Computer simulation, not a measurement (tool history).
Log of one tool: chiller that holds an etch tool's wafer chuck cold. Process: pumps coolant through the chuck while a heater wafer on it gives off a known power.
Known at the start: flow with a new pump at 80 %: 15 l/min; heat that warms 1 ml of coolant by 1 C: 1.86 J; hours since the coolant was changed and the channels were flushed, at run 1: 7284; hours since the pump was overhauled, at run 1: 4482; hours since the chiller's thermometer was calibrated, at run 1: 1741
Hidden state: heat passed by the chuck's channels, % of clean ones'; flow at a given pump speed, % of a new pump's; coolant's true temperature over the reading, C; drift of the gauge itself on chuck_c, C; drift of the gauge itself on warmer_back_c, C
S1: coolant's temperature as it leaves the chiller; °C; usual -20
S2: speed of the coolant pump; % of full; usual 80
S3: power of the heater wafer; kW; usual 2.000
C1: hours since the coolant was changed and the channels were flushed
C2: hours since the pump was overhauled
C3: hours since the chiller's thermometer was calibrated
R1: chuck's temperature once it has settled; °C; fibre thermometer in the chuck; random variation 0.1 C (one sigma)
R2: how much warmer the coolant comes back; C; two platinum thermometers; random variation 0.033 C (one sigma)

run 1 hour=0.0 | S1=-20 S2=80 S3=2.000 | C1=7284 C2=4482 C3=1741 | R1=-5.4 R2=4.27
run 2 hour=76.9 | S1=-20 S2=75 S3=2.000 | C1=7361 C2=4559 C3=1818 | R1=-4.6 R2=4.62
run 3 hour=147.5 | S1=-20 S2=75 S3=2.000 | C1=7432 C2=4630 C3=1888 | R1=-4.7 R2=4.57
run 4 hour=254.9 | S1=-20 S2=75 S3=2.000 | C1=7539 C2=4737 C3=1995 | R1=-4.8 R2=4.55
run 5 hour=389.6 | S1=-20 S2=77 S3=2.000 | C1=7674 C2=4872 C3=2130 | R1=-5.1 R2=4.49
run 6 hour=508.8 | S1=-20 S2=77 S3=2.000 | C1=7793 C2=4991 C3=2249 | R1=-5.1 R2=4.39
run 7 hour=648.9 | S1=-20 S2=64 S3=2.000 | C1=7933 C2=5131 C3=2389 | R1=-2.9 R2=5.28
-- hour=684.0 coolant changed, channels flushed
run 8 hour=716.5 | S1=-20 S2=64 S3=2.000 | C1=32 C2=5193 C3=2451 | R1=-2.7 R2=5.32
run 9 hour=816.3 | S1=-20 S2=64 S3=2.000 | C1=132 C2=5292 C3=2551 | R1=-2.7 R2=5.21
run 10 hour=877.6 | S1=-20 S2=64 S3=2.000 | C1=194 C2=5354 C3=2612 | R1=-2.9 R2=5.25
run 11 hour=1016.8 | S1=-20 S2=64 S3=2.000 | C1=333 C2=5493 C3=2751 | R1=-2.9 R2=5.21
run 12 hour=1075.1 | S1=-20 S2=80 S3=1.275 | C1=391 C2=5551 C3=2810 | R1=-10.7 R2=2.69
run 13 hour=1200.6 | S1=-20 S2=80 S3=1.275 | C1=517 C2=5677 C3=2935 | R1=-10.6 R2=2.63
run 14 hour=1273.7 | S1=-20 S2=80 S3=1.275 | C1=590 C2=5750 C3=3008 | R1=-10.8 R2=2.62
run 15 hour=1335.3 | S1=-20 S2=80 S3=1.275 | C1=651 C2=5811 C3=3070 | R1=-10.6 R2=2.62
run 16 hour=1459.8 | S1=-20 S2=80 S3=1.275 | C1=776 C2=5936 C3=3194 | R1=-10.5 R2=2.63
run 17 hour=1596.0 | S1=-20 S2=80 S3=1.275 | C1=912 C2=6072 C3=3331 | R1=-10.8 R2=2.63
run 18 hour=1685.0 | S1=-24 S2=81 S3=1.587 | C1=1001 C2=6161 C3=3420 | R1=-12.7 R2=3.24
run 19 hour=1774.8 | S1=-20 S2=98 S3=2.075 | C1=1091 C2=6251 C3=3509 | R1=-7.0 R2=3.48
run 20 hour=1886.2 | S1=-20 S2=98 S3=2.075 | C1=1202 C2=6362 C3=3621 | R1=-6.9 R2=3.56
run 21 hour=2021.8 | S1=-13 S2=98 S3=2.075 | C1=1338 C2=6498 C3=3756 | R1=0.1 R2=3.49
run 22 hour=2101.3 | S1=-29 S2=61 S3=1.175 | C1=1417 C2=6577 C3=3836 | R1=-18.6 R2=3.13
run 23 hour=2203.2 | S1=-29 S2=61 S3=1.175 | C1=1519 C2=6679 C3=3938 | R1=-18.4 R2=3.15
run 24 hour=2261.7 | S1=-29 S2=61 S3=1.175 | C1=1578 C2=6738 C3=3996 | R1=-18.5 R2=3.09
run 25 hour=2355.3 | S1=-29 S2=61 S3=1.175 | C1=1671 C2=6831 C3=4090 | R1=-18.4 R2=3.08
run 26 hour=2475.5 | S1=-29 S2=90 S3=2.231 | C1=1791 C2=6951 C3=4210 | R1=-13.8 R2=4.07
run 27 hour=2594.6 | S1=-29 S2=90 S3=2.231 | C1=1911 C2=7071 C3=4329 | R1=-13.9 R2=4.10
-- hour=2650.2 gauge calibrated
run 28 hour=2702.5 | S1=-20 S2=80 S3=1.720 | C1=2018 C2=7179 C3=4437 | R1=-7.6 R2=3.67
-- hour=2731.6 chiller's thermometer calibrated
run 29 hour=2824.7 | S1=-20 S2=80 S3=1.720 | C1=2140 C2=7300 C3=93 | R1=-7.3 R2=3.63
run 30 hour=2884.0 | S1=-17 S2=86 S3=2.586 | C1=2199 C2=7359 C3=152 | R1=1.0 R2=5.21
run 31 hour=2997.0 | S1=-17 S2=86 S3=2.586 | C1=2312 C2=7472 C3=265 | R1=0.9 R2=5.11
run 32 hour=3075.2 | S1=-17 S2=86 S3=2.586 | C1=2390 C2=7550 C3=344 | R1=1.0 R2=5.14

The same runs without the tool's hidden state, with the same run-to-run variation:
run=1 R2=4.27
run=2 R2=4.63
run=3 R2=4.58
run=4 R2=4.57
run=5 R2=4.52
run=6 R2=4.43
run=7 R2=5.33
run=8 R2=5.38
run=9 R2=5.28
run=10 R2=5.33
run=11 R2=5.30
run=12 R2=2.78
run=13 R2=2.73
run=14 R2=2.73
run=15 R2=2.74
run=16 R2=2.76
run=17 R2=2.77
run=18 R2=3.38
run=19 R2=3.64
run=20 R2=3.72
run=21 R2=3.66
run=22 R2=3.31
run=23 R2=3.34
run=24 R2=3.28
run=25 R2=3.28
run=26 R2=4.28
run=27 R2=4.32
run=28 R2=3.67
run=29 R2=3.64
run=30 R2=5.23
run=31 R2=5.13
run=32 R2=5.18
R1: within 0.1 °C of the measured result in every run.
